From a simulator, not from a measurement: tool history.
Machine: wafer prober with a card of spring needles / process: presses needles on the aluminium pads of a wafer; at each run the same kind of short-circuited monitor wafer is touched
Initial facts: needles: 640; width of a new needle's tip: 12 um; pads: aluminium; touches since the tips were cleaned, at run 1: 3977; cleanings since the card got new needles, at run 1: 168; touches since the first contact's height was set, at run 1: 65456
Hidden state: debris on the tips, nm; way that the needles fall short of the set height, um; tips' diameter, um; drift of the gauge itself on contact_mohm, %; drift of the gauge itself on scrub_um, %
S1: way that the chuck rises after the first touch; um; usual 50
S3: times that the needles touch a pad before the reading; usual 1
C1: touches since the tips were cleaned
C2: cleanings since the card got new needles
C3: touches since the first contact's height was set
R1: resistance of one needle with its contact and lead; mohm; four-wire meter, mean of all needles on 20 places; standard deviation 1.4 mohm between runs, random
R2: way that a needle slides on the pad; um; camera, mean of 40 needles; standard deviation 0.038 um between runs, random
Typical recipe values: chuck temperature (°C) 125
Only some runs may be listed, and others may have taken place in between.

{"run": 1, "hour": 0.0, "S1": 50, "chuck temperature (°C)": 125, "S3": 1, "C1": 3977, "C2": 168, "C3": 65456, "R1": 157, "R2": 12.29}
{"hour": 4.6, "done": "tips cleaned on abrasive film"}
{"hour": 16.0, "done": "tips cleaned on abrasive film"}
{"hour": 27.4, "done": "tips cleaned on abrasive film"}
{"hour": 36.6, "done": "tips cleaned on abrasive film"}
{"hour": 48.0, "done": "tips cleaned on abrasive film"}
{"hour": 57.1, "done": "tips cleaned on abrasive film"}
{"hour": 68.5, "done": "tips cleaned on abrasive film"}
{"hour": 79.9, "done": "tips cleaned on abrasive film"}
{"run": 2, "hour": 85.6, "S1": 50, "chuck temperature (°C)": 125, "S3": 1, "C1": 3987, "C2": 176, "C3": 124616, "R1": 158, "R2": 12.12}
{"hour": 90.2, "done": "tips cleaned on abrasive film"}
{"hour": 92.8, "done": "height of the first contact set anew"}
{"hour": 101.9, "done": "tips cleaned on abrasive film"}
{"hour": 111.1, "done": "tips cleaned on abrasive film"}
{"hour": 122.5, "done": "tips cleaned on abrasive film"}
{"hour": 131.6, "done": "tips cleaned on abrasive film"}
{"hour": 143.0, "done": "tips cleaned on abrasive film"}
{"hour": 152.2, "done": "tips cleaned on abrasive film"}
{"run": 3, "hour": 158.7, "S1": 50, "chuck temperature (°C)": 48, "S3": 1, "C1": 4564, "C2": 183, "C3": 45550, "R1": 153, "R2": 11.93}
{"hour": 163.3, "done": "tips cleaned on abrasive film"}
{"hour": 174.7, "done": "tips cleaned on abrasive film"}
{"hour": 183.9, "done": "tips cleaned on abrasive film"}
{"hour": 195.3, "done": "tips cleaned on abrasive film"}
{"hour": 206.7, "done": "tips cleaned on abrasive film"}
{"hour": 215.8, "done": "tips cleaned on abrasive film"}
{"run": 4, "hour": 218.6, "S1": 50, "chuck temperature (°C)": 48, "S3": 1, "C1": 1946, "C2": 189, "C3": 86905, "R1": 145, "R2": 11.74}
{"hour": 225.5, "done": "tips cleaned on abrasive film"}
{"hour": 236.9, "done": "tips cleaned on abrasive film"}
{"hour": 248.3, "done": "tips cleaned on abrasive film"}
{"hour": 257.4, "done": "tips cleaned on abrasive film"}
{"hour": 268.8, "done": "tips cleaned on abrasive film"}
{"hour": 280.2, "done": "tips cleaned on abrasive film"}
{"hour": 280.5, "done": "height of the first contact set anew"}
{"run": 5, "hour": 284.4, "S1": 50, "chuck temperature (°C)": 53, "S3": 1, "C1": 2677, "C2": 195, "C3": 2677, "R1": 147, "R2": 12.45}
{"hour": 291.2, "done": "tips cleaned on abrasive film"}
{"hour": 300.4, "done": "tips cleaned on abrasive film"}
{"hour": 311.8, "done": "tips cleaned on abrasive film"}
{"hour": 323.2, "done": "tips cleaned on abrasive film"}
{"run": 6, "hour": 323.8, "S1": 50, "chuck temperature (°C)": 77, "S3": 1, "C1": 465, "C2": 199, "C3": 29940, "R1": 134, "R2": 12.37}
{"hour": 333.0, "done": "tips cleaned on abrasive film"}
{"hour": 342.1, "done": "tips cleaned on abrasive film"}
{"hour": 353.5, "done": "tips cleaned on abrasive film"}
{"hour": 362.7, "done": "tips cleaned on abrasive film"}
{"hour": 374.1, "done": "tips cleaned on abrasive film"}
{"run": 7, "hour": 374.1, "S1": 50, "chuck temperature (°C)": 77, "S3": 1, "C1": 22, "C2": 204, "C3": 64644, "R1": 129, "R2": 12.19}
{"hour": 383.2, "done": "tips cleaned on abrasive film"}
{"hour": 394.7, "done": "tips cleaned on abrasive film"}
{"hour": 403.8, "done": "tips cleaned on abrasive film"}
{"hour": 415.2, "done": "tips cleaned on abrasive film"}
{"hour": 426.6, "done": "tips cleaned on abrasive film"}
{"hour": 438.0, "done": "tips cleaned on abrasive film"}
{"hour": 449.4, "done": "tips cleaned on abrasive film"}
{"hour": 458.5, "done": "tips cleaned on abrasive film"}
{"run": 8, "hour": 465.5, "S1": 50, "chuck temperature (°C)": 77, "S3": 1, "C1": 4886, "C2": 212, "C3": 127861, "R1": 156, "R2": 12.05}
{"hour": 467.9, "done": "tips cleaned on abrasive film"}
{"hour": 468.2, "done": "height of the first contact set anew"}
{"hour": 479.6, "done": "tips cleaned on abrasive film"}
{"hour": 488.8, "done": "tips cleaned on abrasive film"}
{"hour": 500.2, "done": "tips cleaned on abrasive film"}
{"hour": 511.6, "done": "tips cleaned on abrasive film"}
{"hour": 523.0, "done": "tips cleaned on abrasive film"}
{"run": 9, "hour": 527.5, "S1": 50, "chuck temperature (°C)": 77, "S3": 1, "C1": 3168, "C2": 218, "C3": 41000, "R1": 153, "R2": 12.4}
{"hour": 532.2, "done": "tips cleaned on abrasive film"}
{"hour": 543.6, "done": "tips cleaned on abrasive film"}
{"hour": 555.0, "done": "tips cleaned on abrasive film"}
{"hour": 566.4, "done": "tips cleaned on abrasive film"}
{"hour": 577.8, "done": "tips cleaned on abrasive film"}
{"hour": 589.2, "done": "tips cleaned on abrasive film"}
{"run": 10, "hour": 596.5, "S1": 50, "chuck temperature (°C)": 77, "S3": 1, "C1": 5053, "C2": 224, "C3": 88690, "R1": 154, "R2": 12.21}
{"hour": 598.8, "done": "tips cleaned on abrasive film"}
{"hour": 608.0, "done": "tips cleaned on abrasive film"}
{"hour": 610.5, "done": "height of the first contact set anew, once more"}
{"hour": 619.7, "done": "tips cleaned on abrasive film"}
{"hour": 628.8, "done": "tips cleaned on abrasive film"}
{"run": 11, "hour": 636.8, "S1": 50, "chuck temperature (°C)": 77, "S3": 1, "C1": 5597, "C2": 228, "C3": 18208, "R1": 158, "R2": 12.31}
{"hour": 639.2, "done": "tips cleaned on abrasive film"}
{"hour": 648.3, "done": "tips cleaned on abrasive film"}
{"hour": 659.7, "done": "tips cleaned on abrasive film"}
{"hour": 671.1, "done": "tips cleaned on abrasive film"}
{"hour": 682.5, "done": "tips cleaned on abrasive film"}
{"hour": 693.9, "done": "tips cleaned on abrasive film"}
{"hour": 705.3, "done": "tips cleaned on abrasive film"}
{"hour": 716.7, "done": "tips cleaned on abrasive film"}
{"hour": 725.9, "done": "tips cleaned on abrasive film"}
{"run": 12, "hour": 728.0, "S1": 50, "chuck temperature (°C)": 125, "S3": 1, "C1": 1494, "C2": 237, "C3": 81179, "R1": 150, "R2": 12.22}
{"hour": 737.2, "done": "tips cleaned on abrasive film"}
{"hour": 748.6, "done": "tips cleaned on abrasive film"}
{"hour": 757.7, "done": "tips cleaned on abrasive film"}
{"hour": 769.1, "done": "tips cleaned on abrasive film"}
{"hour": 778.2, "done": "tips cleaned on abrasive film"}
{"hour": 789.6, "done": "tips cleaned on abrasive film"}
{"run": 13, "hour": 795.6, "S1": 50, "chuck temperature (°C)": 125, "S3": 1, "C1": 4194, "C2": 243, "C3": 127934, "R1": 161, "R2": 12.09}
{"hour": 798.2, "done": "height of the first contact set anew"}
{"hour": 800.6, "done": "tips cleaned on abrasive film"}
{"hour": 812.0, "done": "tips cleaned on abrasive film"}
{"hour": 823.4, "done": "tips cleaned on abrasive film"}
{"hour": 832.5, "done": "tips cleaned on abrasive film"}
{"hour": 842.4, "done": "tips cleaned on abrasive film"}
{"run": 14, "hour": 842.4, "S1": 69, "chuck temperature (°C)": 125, "S3": 3, "C1": 0, "C2": 248, "C3": 30470, "R1": 129, "R2": 17.05}
{"hour": 851.5, "done": "tips cleaned on abrasive film"}
{"hour": 862.9, "done": "tips cleaned on abrasive film"}
{"hour": 874.3, "done": "tips cleaned on abrasive film"}
{"hour": 885.7, "done": "tips cleaned on abrasive film"}
{"run": 15, "hour": 886.7, "S1": 50, "chuck temperature (°C)": 73, "S3": 2, "C1": 679, "C2": 252, "C3": 61100, "R1": 135, "R2": 12.31}
{"hour": 895.8, "done": "tips cleaned on abrasive film"}
{"hour": 905.0, "done": "tips cleaned on abrasive film"}
{"hour": 916.4, "done": "tips cleaned on abrasive film"}
{"hour": 925.5, "done": "tips cleaned on abrasive film"}
{"hour": 936.9, "done": "tips cleaned on abrasive film"}
{"hour": 946.1, "done": "tips cleaned on abrasive film"}
{"run": 16, "hour": 951.1, "S1": 50, "chuck temperature (°C)": 38, "S3": 2, "C1": 3516, "C2": 258, "C3": 105602, "R1": 141, "R2": 12.14}
{"hour": 955.7, "done": "tips cleaned on abrasive film"}
{"hour": 964.9, "done": "tips cleaned on abrasive film"}
{"hour": 976.3, "done": "tips cleaned on abrasive film"}
{"hour": 985.4, "done": "tips cleaned on abrasive film"}
{"hour": 985.7, "done": "height of the first contact set anew"}
{"hour": 997.1, "done": "tips cleaned on abrasive film"}
{"hour": 1008.5, "done": "tips cleaned on abrasive film"}
{"run": 17, "hour": 1016.5, "S1": 50, "chuck temperature (°C)": 38, "S3": 1, "C1": 5606, "C2": 264, "C3": 21369, "R1": 158, "R2": 12.41}
{"hour": 1018.9, "done": "tips cleaned on abrasive film"}
{"hour": 1030.3, "done": "tips cleaned on abrasive film"}
{"hour": 1039.5, "done": "tips cleaned on abrasive film"}
{"hour": 1050.9, "done": "tips cleaned on abrasive film"}
{"hour": 1062.3, "done": "tips cleaned on abrasive film"}
{"hour": 1071.4, "done": "tips cleaned on abrasive film"}
{"hour": 1082.8, "done": "tips cleaned on abrasive film"}
{"hour": 1094.2, "done": "tips cleaned on abrasive film"}
{"run": 18, "hour": 1100.9, "S1": 45, "chuck temperature (°C)": 45, "S3": 2, "C1": 4698, "C2": 272, "C3": 79664, "R1": 153, "R2": 10.98}
{"hour": 1105.5, "done": "tips cleaned on abrasive film"}
{"hour": 1114.7, "done": "tips cleaned on abrasive film"}
{"hour": 1126.1, "done": "tips cleaned on abrasive film"}
{"hour": 1137.5, "done": "tips cleaned on abrasive film"}
{"hour": 1147.7, "done": "tips cleaned on abrasive film"}
{"run": 19, "hour": 1147.7, "S1": 45, "chuck temperature (°C)": 45, "S3": 2, "C1": 0, "C2": 277, "C3": 111960, "R1": 127, "R2": 10.83}
{"hour": 1156.9, "done": "tips cleaned on abrasive film"}
{"hour": 1166.0, "done": "tips cleaned on abrasive film"}
{"hour": 1173.1, "done": "height of the first contact set anew"}
{"hour": 1175.5, "done": "tips cleaned on abrasive film"}
{"hour": 1186.9, "done": "tips cleaned on abrasive film"}
{"hour": 1198.3, "done": "tips cleaned on abrasive film"}
{"hour": 1207.4, "done": "tips cleaned on abrasive film"}
{"hour": 1218.0, "done": "tips cleaned on abrasive film"}
{"run": 20, "hour": 1218.0, "S1": 45, "chuck temperature (°C)": 45, "S3": 2, "C1": 0, "C2": 284, "C3": 30958, "R1": 126, "R2": 11.09}
{"hour": 1229.4, "done": "tips cleaned on abrasive film"}
{"hour": 1240.8, "done": "tips cleaned on abrasive film"}
{"hour": 1252.2, "done": "tips cleaned on abrasive film"}
{"hour": 1263.6, "done": "tips cleaned on abrasive film"}
{"hour": 1272.7, "done": "tips cleaned on abrasive film"}
{"hour": 1284.1, "done": "tips cleaned on abrasive film"}
{"run": 21, "hour": 1284.9, "S1": 45, "chuck temperature (°C)": 45, "S3": 2, "C1": 567, "C2": 290, "C3": 77239, "R1": 135, "R2": 10.98}
{"hour": 1294.1, "done": "tips cleaned on abrasive film"}
{"hour": 1303.2, "done": "tips cleaned on abrasive film"}
{"hour": 1314.6, "done": "tips cleaned on abrasive film"}
{"hour": 1326.0, "done": "tips cleaned on abrasive film"}
{"hour": 1335.2, "done": "tips cleaned on abrasive film"}
{"hour": 1346.6, "done": "tips cleaned on abrasive film"}
{"run": 22, "hour": 1352.1, "S1": 45, "chuck temperature (°C)": 38, "S3": 3, "C1": 3842, "C2": 296, "C3": 123644, "R1": 143, "R2": 10.79}

Alternative continuations, all from the tool just after run 22; predict every row:
{"hour": 1356.7, "done": "tips cleaned on abrasive film"}
{"hour": 1361.5, "done": "height of the first contact set anew"}
{"hour": 1368.4, "done": "tips cleaned on abrasive film"}
{"hour": 1379.8, "done": "tips cleaned on abrasive film"}
{"hour": 1391.2, "done": "tips cleaned on abrasive film"}
{"hour": 1400.3, "done": "tips cleaned on abrasive film"}
{"run": "A", "hour": 1408.2, "S1": 41, "chuck temperature (°C)": 34, "S3": 1, "C1": 5523, "C2": 301, "C3": 32321, "R1": "?", "R2": "?"}
{"hour": 1356.7, "done": "tips cleaned on abrasive film"}
{"hour": 1361.5, "done": "height of the first contact set anew"}
{"hour": 1368.4, "done": "tips cleaned on abrasive film"}
{"hour": 1379.8, "done": "tips cleaned on abrasive film"}
{"hour": 1391.2, "done": "tips cleaned on abrasive film"}
{"hour": 1400.3, "done": "tips cleaned on abrasive film"}
{"run": "B", "hour": 1408.2, "S1": 33, "chuck temperature (°C)": 28, "S3": 3, "C1": 5523, "C2": 301, "C3": 32321, "R1": "?", "R2": "?"}
{"hour": 1356.7, "done": "tips cleaned on abrasive film"}
{"hour": 1361.5, "done": "height of the first contact set anew"}
{"hour": 1368.4, "done": "tips cleaned on abrasive film"}
{"hour": 1379.8, "done": "tips cleaned on abrasive film"}
{"hour": 1391.2, "done": "tips cleaned on abrasive film"}
{"hour": 1400.3, "done": "tips cleaned on abrasive film"}
{"run": "C", "hour": 1408.2, "S1": 32, "chuck temperature (°C)": 62, "S3": 1, "C1": 5523, "C2": 301, "C3": 32321, "R1": "?", "R2": "?"}

run=A R1=182 R2=10.17
run=B R1=161 R2=8.15
run=C R1=220 R2=7.84
With the hidden condition removed and each run's random variation left untouched, the same runs would have given:
run=A R1=120 R2=10.25
run=B R1=122 R2=8.23
run=C R1=126 R2=7.92
